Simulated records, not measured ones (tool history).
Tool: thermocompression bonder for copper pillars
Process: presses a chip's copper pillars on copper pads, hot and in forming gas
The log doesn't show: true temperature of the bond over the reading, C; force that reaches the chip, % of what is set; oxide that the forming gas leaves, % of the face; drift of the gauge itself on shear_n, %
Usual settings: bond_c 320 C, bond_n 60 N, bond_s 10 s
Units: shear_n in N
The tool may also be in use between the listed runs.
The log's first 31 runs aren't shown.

| run | hour | bond_c | bond_n | bond_s | hours of work since the heater was calibrated | hours of work since the force cell was calibrated | hours of work since the gas filter was changed | shear_n |
|---|---|---|---|---|---|---|---|---|
|  | 1105.2 | forming gas filter changed |
| 32 | 1117.0 | 320 | 38 | 10 | 152 | 462 | 8 | 37.0 |
| 33 | 1156.7 | 320 | 38 | 10 | 180 | 490 | 36 | 37.6 |
| 34 | 1184.8 | 320 | 38 | 10 | 200 | 509 | 56 | 37.6 |
| 35 | 1224.5 | 320 | 51 | 21 | 228 | 537 | 84 | 57.0 |
| 36 | 1252.8 | 308 | 40 | 18 | 247 | 557 | 103 | 42.1 |
| 37 | 1284.3 | 308 | 40 | 8 | 270 | 579 | 126 | 30.2 |
| 38 | 1332.3 | 320 | 43 | 29 | 303 | 613 | 159 | 58.1 |
| 39 | 1359.4 | 320 | 58 | 7 | 322 | 632 | 178 | 42.2 |
| 40 | 1386.6 | 320 | 44 | 10 | 341 | 651 | 197 | 41.0 |

Forecast each of these 3 alternatives for the next run:
| A | 1409.5 | 317 | 61 | 8 | 357 | 667 | 213 | ? |
| B | 1409.5 | 297 | 44 | 20 | 357 | 667 | 213 | ? |
| C | 1409.5 | 294 | 53 | 8 | 357 | 667 | 213 | ? |

| run | shear_n |
|---|---|
| A | 44.4 |
| B | 40.5 |
| C | 30.2 |
Without the tool's hidden state the same runs would have given:
| run | shear_n |
|---|---|
| A | 44.4 |
| B | 40.5 |
| C | 30.2 |
